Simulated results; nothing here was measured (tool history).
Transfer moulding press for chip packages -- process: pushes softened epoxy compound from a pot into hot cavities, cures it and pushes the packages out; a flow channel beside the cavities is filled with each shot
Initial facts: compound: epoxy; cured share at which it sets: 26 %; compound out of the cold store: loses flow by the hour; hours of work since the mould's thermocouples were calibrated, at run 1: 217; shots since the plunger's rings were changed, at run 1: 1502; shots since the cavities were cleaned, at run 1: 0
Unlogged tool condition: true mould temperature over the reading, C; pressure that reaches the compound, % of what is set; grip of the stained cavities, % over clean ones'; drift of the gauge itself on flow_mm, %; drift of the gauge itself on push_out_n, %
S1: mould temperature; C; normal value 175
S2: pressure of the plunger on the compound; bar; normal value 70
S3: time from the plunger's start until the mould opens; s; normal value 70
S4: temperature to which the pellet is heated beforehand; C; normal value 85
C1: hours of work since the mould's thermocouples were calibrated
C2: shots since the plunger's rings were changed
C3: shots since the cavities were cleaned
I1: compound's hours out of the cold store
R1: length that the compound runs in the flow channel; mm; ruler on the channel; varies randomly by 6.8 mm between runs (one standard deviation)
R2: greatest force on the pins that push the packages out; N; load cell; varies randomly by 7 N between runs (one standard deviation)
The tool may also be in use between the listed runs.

Run 1, hour 0: usual settings; C1 217; C2 1502; C3 0; I1 16. Result: R1 842 mm, R2 301 N.
Run 2, hour 13.8: usual settings but S2 61.6 bar; C1 227; C2 1724; C3 222; I1 41.1. Result: R1 702 mm, R2 305 N.
Run 3, hour 24: usual settings but S2 61.6 bar; C1 234; C2 1888; C3 386; I1 47.6. Result: R1 684 mm, R2 329 N.
Run 4, hour 46: usual settings but S1 179 C; C1 250; C2 2243; C3 741; I1 47.1. Result: R1 723 mm, R2 313 N.
At hour 61.6: cavities cleaned with cleaning compound and waxed.
Run 5, hour 66.4: usual settings but S2 65.5 bar; C1 263; C2 2546; C3 77; I1 33.5. Result: R1 749 mm, R2 443 N.
Run 6, hour 82.8: usual settings but S2 65.5 bar; C1 275; C2 2810; C3 341; I1 32.6. Result: R1 734 mm, R2 436 N.
Run 7, hour 95.8: usual settings but S2 65.5 bar; C1 284; C2 3020; C3 551; I1 45.1. Result: R1 693 mm, R2 417 N.
Run 8, hour 108.9: usual settings but S2 65.5 bar; C1 293; C2 3231; C3 762; I1 38.2. Result: R1 717 mm, R2 430 N.
At hour 124.8: cavities cleaned with cleaning compound and waxed.
Run 9, hour 129.5: usual settings but S4 89 C; C1 307; C2 3538; C3 75; I1 36.2. Result: R1 735 mm, R2 289 N.
At hour 140.2: cavities cleaned with cleaning compound and waxed, once more.
Run 10, hour 149.1: usual settings but S1 180 C; C1 320; C2 3829; C3 142; I1 12.7. Result: R1 809 mm, R2 250 N.
Run 11, hour 166.1: usual settings; C1 332; C2 4103; C3 416; I1 37.4. Result: R1 725 mm, R2 343 N.
Run 12, hour 184.4: usual settings; C1 345; C2 4398; C3 711; I1 35.2. Result: R1 737 mm, R2 368 N.
Run 13, hour 193.9: usual settings; C1 352; C2 4551; C3 864; I1 43.9. Result: R1 712 mm, R2 371 N.
At hour 202.4: cavities cleaned with cleaning compound and waxed.
Run 14, hour 214.4: usual settings; C1 365; C2 4856; C3 193; I1 8. Result: R1 815 mm, R2 325 N.
Run 15, hour 228.9: usual settings but S1 171 C, S2 75.7 bar, S3 50 s, S4 87 C; C1 376; C2 5089; C3 426; I1 46.4. Result: R1 735 mm, R2 967 N.
Run 16, hour 242.2: usual settings but S1 171 C, S2 69.3 bar, S3 50 s, S4 80 C; C1 385; C2 5304; C3 641; I1 15.9. Result: R1 796 mm, R2 1142 N.
At hour 265.1: cavities cleaned with cleaning compound and waxed.
Run 17, hour 265.1: usual settings but S1 182 C, S2 69.3 bar, S3 50 s, S4 86 C; C1 401; C2 5647; C3 0; I1 21.4. Result: R1 742 mm, R2 469 N.
Run 18, hour 275.7: usual settings but S1 170 C, S3 85 s, S4 75 C; C1 408; C2 5818; C3 171; I1 13.8. Result: R1 802 mm, R2 306 N.
Run 19, hour 297.1: usual settings but S1 178 C, S2 56.2 bar, S3 99 s; C1 423; C2 6163; C3 516; I1 14.8. Result: R1 695 mm, R2 248 N.
At hour 309.7: plunger's sealing rings changed.
Run 20, hour 320.7: usual settings but S1 169 C, S3 81 s, S4 87 C; C1 438; C2 177; C3 856; I1 10.1. Result: R1 906 mm, R2 427 N.
At hour 330.9: cavities cleaned with cleaning compound and waxed.
Run 21, hour 337.6: usual settings but S1 173 C, S3 81 s, S4 83 C; C1 449; C2 425; C3 108; I1 17.3. Result: R1 863 mm, R2 245 N.
Run 22, hour 356.6: usual settings but S1 173 C, S3 81 s, S4 83 C; C1 463; C2 730; C3 413; I1 13.5. Result: R1 875 mm, R2 295 N.
Run 23, hour 371.4: usual settings but S1 173 C, S3 81 s, S4 83 C; C1 473; C2 968; C3 651; I1 8.5. Result: R1 889 mm, R2 312 N.
Run 24, hour 385.1: usual settings but S2 62.2 bar, S3 93 s; C1 483; C2 1189; C3 872; I1 10.3. Result: R1 815 mm, R2 273 N.
At hour 392.4: cavities cleaned with cleaning compound and waxed.
Run 25, hour 408.6: usual settings but S1 182 C, S2 55.6 bar; C1 499; C2 1544; C3 262; I1 39.1. Result: R1 671 mm, R2 237 N.
Run 26, hour 426.7: usual settings but S1 182 C, S2 55.6 bar, S3 65 s; C1 512; C2 1834; C3 552; I1 45. Result: R1 640 mm, R2 294 N.
Run 27, hour 445.1: usual settings but S1 182 C, S2 55.6 bar, S3 65 s; C1 525; C2 2130; C3 848; I1 32. Result: R1 673 mm, R2 308 N.
At hour 454.4: cavities cleaned with cleaning compound and waxed.
Run 28, hour 458.1: usual settings but S1 181 C, S2 80 bar, S3 59 s, S4 82 C; C1 533; C2 2315; C3 60; I1 47.1. Result: R1 753 mm, R2 303 N.

Alternative continuations, all from the tool just after run 28; predict every row:
Run A, hour 472.2: usual settings but S2 80 bar, S3 61 s, S4 82 C; C1 543; C2 2542; C3 287; I1 20.9. Result: R1 ?, R2 ?.
Run B, hour 472.2: usual settings but S1 169 C; C1 543; C2 2542; C3 287; I1 28.5. Result: R1 ?, R2 ?.
Run C, hour 472.2: usual settings but S1 181 C, S2 53.7 bar, S3 59 s, S4 82 C; C1 543; C2 2542; C3 287; I1 26.1. Result: R1 ?, R2 ?.

run   R1   R2
  A  867  500
  B  803  496
  C  672  358
Take away the tool's hidden state, keep each run's random variation, and the runs would have read:
run   R1   R2
  A  910  467
  B  844  465
  C  706  331
